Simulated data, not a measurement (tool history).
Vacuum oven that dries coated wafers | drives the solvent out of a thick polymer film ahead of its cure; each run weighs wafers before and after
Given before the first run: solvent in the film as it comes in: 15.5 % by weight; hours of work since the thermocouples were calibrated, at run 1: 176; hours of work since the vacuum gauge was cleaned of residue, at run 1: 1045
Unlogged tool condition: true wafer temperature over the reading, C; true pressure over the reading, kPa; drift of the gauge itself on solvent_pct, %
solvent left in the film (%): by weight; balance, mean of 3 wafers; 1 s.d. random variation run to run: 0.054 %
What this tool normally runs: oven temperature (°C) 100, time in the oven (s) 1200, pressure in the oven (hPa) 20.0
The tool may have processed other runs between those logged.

run,hour,oven temperature (°C),time in the oven (s),pressure in the oven (hPa),hours of work since the thermocouples were calibrated,hours of work since the vacuum gauge was cleaned of residue,solvent left in the film (%)
1,0.0,100,1200,20.0,176,1045,2.26
2,65.9,112,1200,20.0,212,1081,1.26
3,140.5,112,1200,20.0,252,1121,1.14
4,223.8,112,1200,20.0,297,1166,1.21
5,328.8,100,1200,77.5,354,1223,6.84
6,409.1,100,1140,20.0,397,1266,2.49
7,460.5,100,1200,20.0,425,1294,2.39
8,540.1,100,1200,20.0,468,1337,2.40
9,626.5,100,1200,20.0,514,1384,2.50
10,685.7,100,1200,20.0,546,1416,2.45
# hour 696.9: oven's thermocouples calibrated
11,765.2,100,1200,50.1,37,1457,4.94
12,853.2,108,1200,20.0,84,1505,1.63
13,965.2,93,1200,20.0,145,1566,4.00
14,1031.9,93,1200,20.0,181,1602,4.08
15,1130.4,103,1020,53.3,234,1655,4.77
# hour 1206.2: oven's thermocouples calibrated, once more
16,1214.4,103,1020,53.3,4,1699,4.37
17,1266.5,100,2160,20.0,33,1727,1.82
18,1356.9,100,2160,20.0,81,1776,1.88

Forecast run 19:
# hour 1373.0: vacuum gauge cleaned of residue and calibrated
19,1464.0,95,1860,41.3,138,49,?

solvent left in the film (%): 4.08
Minus the tool's unlogged condition, the same run would have read solvent left in the film (%) 4.08.
